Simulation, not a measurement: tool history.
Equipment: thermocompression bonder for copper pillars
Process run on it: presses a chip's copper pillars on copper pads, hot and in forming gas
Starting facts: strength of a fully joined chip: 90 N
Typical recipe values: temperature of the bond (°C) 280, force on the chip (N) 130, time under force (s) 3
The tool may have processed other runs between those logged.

run    hour  temperature of the bond (°C)  force on the chip (N)  time under force (s)  force that shears a chip off (N)
  1       0                           280                    130                     3                                36
  2    31.1                           280                    130                     3                              35.6
  3    63.3                           280                    130                     3                              36.1
  4    89.7                           280                    130                     3                              34.9
  5   146.5                           280                    130                     2                              29.1
  6   209.2                           280                    130                     2                              29.9
  7   262.5                           280                    130                     2                              28.4
      289.5  -- forming gas filter changed
  8   290.1                           280                    130                     2                                30
  9   341.3                           280                    130                     2                              29.2
 10   403.1                           280                    130                     6                              44.4
 11   459.5                           280                    130                     6                              43.5
 12   488.8                           280                    130                     6                              43.4
 13   533.3                           280                    130                     6                              42.4
 14   585.9                           280                    130                     6                              42.5
      597.2  -- forming gas filter changed
 15   630.8                           280                    130                     6                                44
 16   658.8                           280                    151                     3                              36.6
 17   714.4                           280                    130                     3                              32.7
 18   739.7                           265                    110                     3                              24.1
 19   792.9                           265                    110                     3                              23.3
 20   828.4                           280                    185                     3                              40.8
 21   880.1                           280                    185                     3                              40.2
      885.9  -- heater calibrated with a thermocouple chip
      908.3  -- forming gas filter changed
 22     940                           277                    139                     2                              31.1
 23   975.6                           277                    139                     2                              30.9
 24  1016.8                           277                    184                     5                              51.7
 25  1069.5                           308                     85                     8                              54.8
 26  1126.9                           308                    185                     4                              62.9
 27  1160.6                           308                    185                     4                              62.9
 28    1213                           283                    185                     5                              53.6
     1216.2  -- forming gas filter changed
 29  1265.7                           283                    185                     8                              61.5
 30  1292.7                           283                    185                     8                              61.4
 31  1319.3                           280                     79                     3                                25
 32  1356.4                           259                    167                     3                              30.9
 33  1384.4                           280                    128                     3                              34.1

4 ways to go on from here, each from the tool as it stands after run 33. What would each give?
  A  1430.3                           280                     93                     3                                 ?
  B  1430.3                           280                     78                     3                                 ?
  C  1430.3                           302                    170                     3                                 ?
  D  1430.3                           299                     78                     3                                 ?

run  force that shears a chip off (N)
  A                              27.6
  B                              24.9
  C                              52.8
  D                              32.5
Without the tool's hidden state the same runs would have given:
run  force that shears a chip off (N)
  A                                31
  B                              27.9
  C                              57.6
  D                              36.1
